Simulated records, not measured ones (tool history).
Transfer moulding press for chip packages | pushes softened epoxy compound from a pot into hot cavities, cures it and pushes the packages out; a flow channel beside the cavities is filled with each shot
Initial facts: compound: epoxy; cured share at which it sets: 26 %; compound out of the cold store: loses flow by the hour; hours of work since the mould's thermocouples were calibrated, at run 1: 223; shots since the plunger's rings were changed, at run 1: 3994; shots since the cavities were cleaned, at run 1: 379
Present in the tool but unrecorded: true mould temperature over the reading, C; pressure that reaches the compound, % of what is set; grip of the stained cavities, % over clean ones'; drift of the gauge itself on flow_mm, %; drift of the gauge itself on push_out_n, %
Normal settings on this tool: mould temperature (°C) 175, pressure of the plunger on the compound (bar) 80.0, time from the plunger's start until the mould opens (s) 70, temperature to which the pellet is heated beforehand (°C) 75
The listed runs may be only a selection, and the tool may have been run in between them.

run     day  mould temperature (°C)  pressure of the plunger on the compound (bar)  time from the plunger's start until the mould opens (s)  temperature to which the pellet is heated beforehand (°C)  hours of work since the mould's thermocouples were calibrated  shots since the plunger's rings were changed  shots since the cavities were cleaned  incoming compound's hours out of the cold store  length that the compound runs in the flow channel (mm)  greatest force on the pins that push the packages out (N)
  1   0.000                     175                                           80.0                                                       70                                                         75                                                            223                                          3994                                    379                                             36.6                                                     691                                                        470
      1.117  -- plunger's sealing rings changed
      1.442  -- cavities cleaned with cleaning compound and waxed
  2   2.650                     179                                           80.0                                                       70                                                         75                                                            247                                           335                                    275                                             42.6                                                     676                                                        359
      4.329  -- cavities cleaned with cleaning compound and waxed
  3   6.646                     179                                           80.0                                                       70                                                         75                                                            285                                          1229                                    526                                             33.2                                                     718                                                        418
      7.346  -- cavities cleaned with cleaning compound and waxed
  4   9.779                     175                                           80.0                                                       70                                                         75                                                            315                                          1927                                    553                                             43.5                                                     667                                                        520
     10.183  -- cavities cleaned with cleaning compound and waxed
     13.117  -- cavities cleaned with cleaning compound and waxed
  5  13.571                     175                                           80.0                                                       70                                                         75                                                            350                                          2761                                    102                                             20.4                                                     794                                                        400
     16.100  -- cavities cleaned with cleaning compound and waxed
  6  16.100                     175                                           86.7                                                       70                                                         75                                                            374                                          3323                                      0                                             29.1                                                     768                                                        392
     19.025  -- cavities cleaned with cleaning compound and waxed
  7  19.025                     182                                           74.1                                                       70                                                         75                                                            402                                          3974                                      0                                             17.5                                                     744                                                        286
     20.158  -- plunger's sealing rings changed
     22.162  -- cavities cleaned with cleaning compound and waxed
  8  22.483                     181                                           72.5                                                       96                                                         68                                                            434                                           514                                     72                                              9.0                                                     823                                                        282
     25.229  -- cavities cleaned with cleaning compound and waxed
  9  25.717                     179                                           72.5                                                       96                                                         77                                                            465                                          1236                                    111                                             21.6                                                     750                                                        311
     28.154  -- cavities cleaned with cleaning compound and waxed
 10  29.225                     179                                           72.5                                                       96                                                         77                                                            498                                          2019                                    243                                             37.4                                                     658                                                        334

Hidden condition of the tool, last listed run before each entry between runs versus first listed run after:
After run 1, before run 2: plunger's sealing rings changed (day 1.117); cavities cleaned with cleaning compound and waxed (day 1.442)
  true mould temperature over the reading, C: -0.61 -> -0.64; pressure that reaches the compound, % of what is set: 91.63 -> 99.2; grip of the stained cavities, % over clean ones': 36.6 -> 26
  the result without the hidden state subtracted from the measured one, length that the compound runs in the flow channel (mm): -28 -> -1; greatest force on the pins that push the packages out (N): +134 -> +79
After run 2, before run 3: cavities cleaned with cleaning compound and waxed (day 4.329)
  true mould temperature over the reading, C: -0.64 -> -0.69; pressure that reaches the compound, % of what is set: 99.2 -> 97.37; grip of the stained cavities, % over clean ones': 26 -> 45.1
  the result without the hidden state subtracted from the measured one, length that the compound runs in the flow channel (mm): -1 -> -8; greatest force on the pins that push the packages out (N): +79 -> +138
After run 3, before run 4: cavities cleaned with cleaning compound and waxed (day 7.346)
  true mould temperature over the reading, C: -0.69 -> -0.73; pressure that reaches the compound, % of what is set: 97.37 -> 95.99; grip of the stained cavities, % over clean ones': 45.1 -> 45.5
  the result without the hidden state subtracted from the measured one, length that the compound runs in the flow channel (mm): -8 -> -11; greatest force on the pins that push the packages out (N): +138 -> +174
After run 4, before run 5: cavities cleaned with cleaning compound and waxed (day 10.183); cavities cleaned with cleaning compound and waxed (day 13.117)
  true mould temperature over the reading, C: -0.73 -> -0.77; pressure that reaches the compound, % of what is set: 95.99 -> 94.4; grip of the stained cavities, % over clean ones': 45.5 -> 10.6
  the result without the hidden state subtracted from the measured one, length that the compound runs in the flow channel (mm): -11 -> -20; greatest force on the pins that push the packages out (N): +174 -> +53
After run 5, before run 6: cavities cleaned with cleaning compound and waxed (day 16.100)
  true mould temperature over the reading, C: -0.77 -> -0.8; pressure that reaches the compound, % of what is set: 94.4 -> 93.39; grip of the stained cavities, % over clean ones': 10.6 -> 4.2
  the result without the hidden state subtracted from the measured one, length that the compound runs in the flow channel (mm): -20 -> -24; greatest force on the pins that push the packages out (N): +53 -> +31
After run 6, before run 7: cavities cleaned with cleaning compound and waxed (day 19.025)
  true mould temperature over the reading, C: -0.8 -> -0.84; pressure that reaches the compound, % of what is set: 93.39 -> 91.99; grip of the stained cavities, % over clean ones': 4.2 -> 1.3
  the result without the hidden state subtracted from the measured one, length that the compound runs in the flow channel (mm): -24 -> -29; greatest force on the pins that push the packages out (N): +31 -> +7
After run 7, before run 8: plunger's sealing rings changed (day 20.158); cavities cleaned with cleaning compound and waxed (day 22.162)
  true mould temperature over the reading, C: -0.84 -> -0.88; pressure that reaches the compound, % of what is set: 91.99 -> 98.98; grip of the stained cavities, % over clean ones': 1.3 -> 7.3
  the result without the hidden state subtracted from the measured one, length that the compound runs in the flow channel (mm): -29 -> -1; greatest force on the pins that push the packages out (N): +7 -> +20
After run 8, before run 9: cavities cleaned with cleaning compound and waxed (day 25.229)
  true mould temperature over the reading, C: -0.88 -> -0.92; pressure that reaches the compound, % of what is set: 98.98 -> 97.57; grip of the stained cavities, % over clean ones': 7.3 -> 13.5
  the result without the hidden state subtracted from the measured one, length that the compound runs in the flow channel (mm): -1 -> -6; greatest force on the pins that push the packages out (N): +20 -> +38
After run 9, before run 10: cavities cleaned with cleaning compound and waxed (day 28.154)
  true mould temperature over the reading, C: -0.92 -> -0.97; pressure that reaches the compound, % of what is set: 97.57 -> 96.12; grip of the stained cavities, % over clean ones': 13.5 -> 25.2
  the result without the hidden state subtracted from the measured one, length that the compound runs in the flow channel (mm): -6 -> -10; greatest force on the pins that push the packages out (N): +38 -> +67

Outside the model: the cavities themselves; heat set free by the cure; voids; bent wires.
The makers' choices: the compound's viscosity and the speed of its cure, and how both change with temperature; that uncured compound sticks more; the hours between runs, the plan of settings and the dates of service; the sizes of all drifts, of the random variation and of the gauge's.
